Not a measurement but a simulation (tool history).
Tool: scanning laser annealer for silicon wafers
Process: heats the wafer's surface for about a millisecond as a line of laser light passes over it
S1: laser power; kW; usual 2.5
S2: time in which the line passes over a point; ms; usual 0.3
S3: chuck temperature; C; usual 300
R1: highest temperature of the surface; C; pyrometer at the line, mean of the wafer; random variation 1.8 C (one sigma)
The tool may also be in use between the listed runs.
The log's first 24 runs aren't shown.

run	hour	S1	S2	S3	R1
25	873.6	2.289	0.3	301	944
26	912.6	2.338	0.284	300	936
27	961.5	2.3	0.32	323	995
28	983.6	2.3	0.32	323	990
29	1028.4	2.436	0.334	275	1005
30	1064.7	2.5	0.3	308	1015
31	1090.3	2.5	0.3	308	1012
32	1119.7	2.5	0.3	308	1010
33	1148.4	2.5	0.328	281	1018
34	1188.9	2.5	0.328	281	1021
35	1229.7	2.5	0.317	300	1025
36	1259.7	2.343	0.273	300	925

Run 37 comes next. What will it give?
37	1308.9	2.343	0.273	338	?

{"run 37": {"R1": 965}}
Without the tool's hidden state the same run would have given R1 966 C.
